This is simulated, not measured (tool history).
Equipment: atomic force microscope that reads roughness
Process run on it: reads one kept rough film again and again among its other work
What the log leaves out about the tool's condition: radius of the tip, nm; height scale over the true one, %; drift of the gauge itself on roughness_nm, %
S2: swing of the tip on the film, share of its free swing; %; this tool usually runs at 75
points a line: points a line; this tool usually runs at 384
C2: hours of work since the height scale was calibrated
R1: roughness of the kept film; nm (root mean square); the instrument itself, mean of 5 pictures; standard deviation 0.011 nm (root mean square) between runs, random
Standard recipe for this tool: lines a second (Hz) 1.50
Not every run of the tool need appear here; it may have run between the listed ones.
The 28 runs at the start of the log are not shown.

Run 29, hour 201.6: usual settings but lines a second (Hz) 1.04, S2 74 %; pictures with this tip 89; C2 8. Result: R1 1.724 nm (root mean square).
Run 30, hour 210.0: usual settings but lines a second (Hz) 2.05, S2 90 %, points a line 490; pictures with this tip 105; C2 14. Result: R1 1.332 nm (root mean square).
At hour 214.3: new tip fitted.
Run 31, hour 218.3: usual settings but S2 82 %, points a line 949; pictures with this tip 7; C2 19. Result: R1 2.360 nm (root mean square).
Run 32, hour 227.5: usual settings but lines a second (Hz) 1.44, S2 79 %, points a line 335; pictures with this tip 25; C2 26. Result: R1 2.157 nm (root mean square).
At hour 231.5: height scale calibrated on a step standard, once more.
Run 33, hour 235.1: usual settings but lines a second (Hz) 0.82, S2 73 %; pictures with this tip 37; C2 2. Result: R1 2.209 nm (root mean square).
Run 34, hour 243.6: usual settings but S2 64 %, points a line 460; pictures with this tip 54; C2 8. Result: R1 2.043 nm (root mean square).
Run 35, hour 249.9: usual settings but S2 64 %, points a line 460; pictures with this tip 66; C2 12. Result: R1 1.955 nm (root mean square).
Run 36, hour 255.0: usual settings but S2 68 %, points a line 460; pictures with this tip 75; C2 16. Result: R1 1.864 nm (root mean square).
Run 37, hour 262.2: usual settings but lines a second (Hz) 0.55, S2 63 %, points a line 396; pictures with this tip 89; C2 21. Result: R1 1.869 nm (root mean square).
Run 38, hour 266.2: usual settings but lines a second (Hz) 0.55, S2 63 %, points a line 396; pictures with this tip 96; C2 23. Result: R1 1.805 nm (root mean square).
Run 39, hour 271.0: usual settings but lines a second (Hz) 0.55, S2 63 %, points a line 396; pictures with this tip 106; C2 27. Result: R1 1.748 nm (root mean square).
At hour 274.8: new tip fitted.
Run 40, hour 275.4: usual settings but points a line 292; pictures with this tip 1; C2 29. Result: R1 2.474 nm (root mean square).
Run 41, hour 282.7: usual settings but points a line 292; pictures with this tip 15; C2 34. Result: R1 2.298 nm (root mean square).
Run 42, hour 289.8: usual settings but points a line 292; pictures with this tip 28; C2 39. Result: R1 2.161 nm (root mean square).
Run 43, hour 295.6: usual settings but lines a second (Hz) 2.45, S2 58 %, points a line 277; pictures with this tip 39; C2 43. Result: R1 2.143 nm (root mean square).
Run 44, hour 303.4: usual settings but lines a second (Hz) 2.45, S2 58 %, points a line 277; pictures with this tip 54; C2 48. Result: R1 1.979 nm (root mean square).
Run 45, hour 307.4: usual settings but lines a second (Hz) 2.45, S2 58 %, points a line 277; pictures with this tip 61; C2 51. Result: R1 1.926 nm (root mean square).
Run 46, hour 315.0: usual settings but lines a second (Hz) 2.45, S2 58 %, points a line 277; pictures with this tip 76; C2 56. Result: R1 1.827 nm (root mean square).
Run 47, hour 319.3: usual settings but points a line 795; pictures with this tip 84; C2 59. Result: R1 1.743 nm (root mean square).
Run 48, hour 325.8: usual settings but points a line 795; pictures with this tip 96; C2 63. Result: R1 1.680 nm (root mean square).

4 options for the next run, each taken on its own from the tool as it stands now. Forecast them:
Run A, hour 330.5: usual settings but S2 85 %, points a line 474; pictures with this tip 105; C2 66. Result: R1 ?.
Run B, hour 330.5: usual settings but lines a second (Hz) 0.68, points a line 605; pictures with this tip 105; C2 66. Result: R1 ?.
Run C, hour 330.5: usual settings but points a line 947; pictures with this tip 105; C2 66. Result: R1 ?.
Run D, hour 330.5: usual settings but lines a second (Hz) 2.15, S2 70 %, points a line 423; pictures with this tip 105; C2 66. Result: R1 ?.

run     R1
  A  1.496
  B  1.709
  C  1.629
  D  1.582
With no hidden state in the tool, these same runs would have given:
run     R1
  A  2.435
  B  2.778
  C  2.646
  D  2.571

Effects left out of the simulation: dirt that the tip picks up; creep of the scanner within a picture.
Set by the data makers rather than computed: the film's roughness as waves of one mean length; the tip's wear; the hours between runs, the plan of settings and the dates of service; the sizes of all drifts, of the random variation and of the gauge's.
